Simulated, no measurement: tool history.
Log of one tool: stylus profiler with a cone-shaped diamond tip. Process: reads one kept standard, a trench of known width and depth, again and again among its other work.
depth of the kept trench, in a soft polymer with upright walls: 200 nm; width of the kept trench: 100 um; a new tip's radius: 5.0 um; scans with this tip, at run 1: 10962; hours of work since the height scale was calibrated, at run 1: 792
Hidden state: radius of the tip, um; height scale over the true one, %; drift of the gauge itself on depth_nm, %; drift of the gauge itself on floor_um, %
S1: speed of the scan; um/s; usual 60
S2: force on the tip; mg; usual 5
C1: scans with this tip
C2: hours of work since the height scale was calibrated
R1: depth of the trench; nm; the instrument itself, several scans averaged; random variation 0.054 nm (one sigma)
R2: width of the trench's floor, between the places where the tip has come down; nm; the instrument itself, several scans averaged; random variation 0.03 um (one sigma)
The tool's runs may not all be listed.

run	day	S1	S2	C1	C2	R1	R2
1	0	60	5	10962	792	204.1	96970
2	1.392	60	5	11173	807	203.95	96940
3	2.717	60	5	11374	822	204.1	96970
4	3.908	60	5	11554	835	204	96920
5	4.838	60	5	11695	845	204.08	96950
6	5.504	64	5	11796	852	204.03	96950
7	6.246	48	5	11909	860	204.08	96980
8	7.129	145	5	12043	870	204.1	96660
9	7.742	60	5	12136	877	204.07	96960
10	8.821	25	5	12299	888	204.09	97090
11	9.512	37	5	12404	896	204.01	97060
12	10.904	60	5	12615	911	204.13	96950
13	12.058	60	5	12790	924	204.13	96980
14	13.308	60	6.23	12979	938	204.76	97020
15	14.1	60	5	13099	946	204.05	96910
16	15.467	23	5	13306	961	204.03	97020
17	16.625	23	5	13482	974	204.08	97060
18	17.604	23	5	13630	985	204.02	97090
19	18.942	23	5	13833	999	204.17	97090
20	20.108	23	5	14010	1012	204.12	97100
21	21.283	23	5	14188	1025	203.91	97080
22	22.388	51	9.42	14355	1037	206.18	97050
23	23.483	18	12.68	14522	1049	207.54	97100
24	24.908	110	4.18	14737	1065	203.5	96740
25	25.604	61	7.86	14843	1072	205.55	96970
26	26.233	91	4.3	14938	1079	203.59	96820
27	27.321	91	4.3	15103	1091	203.62	96810
28	28.221	91	4.3	15240	1101	203.64	96830
29	29.579	37	5	15445	1116	204.02	97030
30	30.442	45	5.75	15576	1125	204.39	97030
31	31.071	45	5.75	15672	1132	204.51	97030
32	31.717	39	5.84	15770	1139	204.42	97040
33	33.046	35	2.11	15971	1154	202.32	96930
34	34.412	35	2.11	16178	1169	202.33	97040
35	35.329	106	3.84	16317	1179	203.4	96690
36	35.95	106	3.84	16411	1186	203.27	96690
37	37.025	50	5.18	16574	1197	204.24	96990
38	38.417	235	4.03	16785	1213	203.49	96150
39	39.629	235	4.03	16968	1226	203.44	96140
# day 39.983: new tip fitted, height scale calibrated
40	40.488	235	3.53	76	6	203.2	96110
41	41.754	60	1.84	268	19	202.05	96800
42	43.054	54	7.55	465	34	205.37	97040

The same runs without the tool's hidden state, with the same run-to-run variation:
run	R2
1	96990
2	96960
3	96980
4	96940
5	96970
6	96970
7	97000
8	96670
9	96980
10	97110
11	97080
12	96970
13	97000
14	97040
15	96930
16	97050
17	97080
18	97110
19	97110
20	97120
21	97100
22	97070
23	97120
24	96760
25	96990
26	96840
27	96840
28	96860
29	97050
30	97060
31	97050
32	97070
33	96960
34	97060
35	96720
36	96720
37	97020
38	96180
39	96160
40	96110
41	96800
42	97040
R1: within 0.01 nm of the measured result in every run.
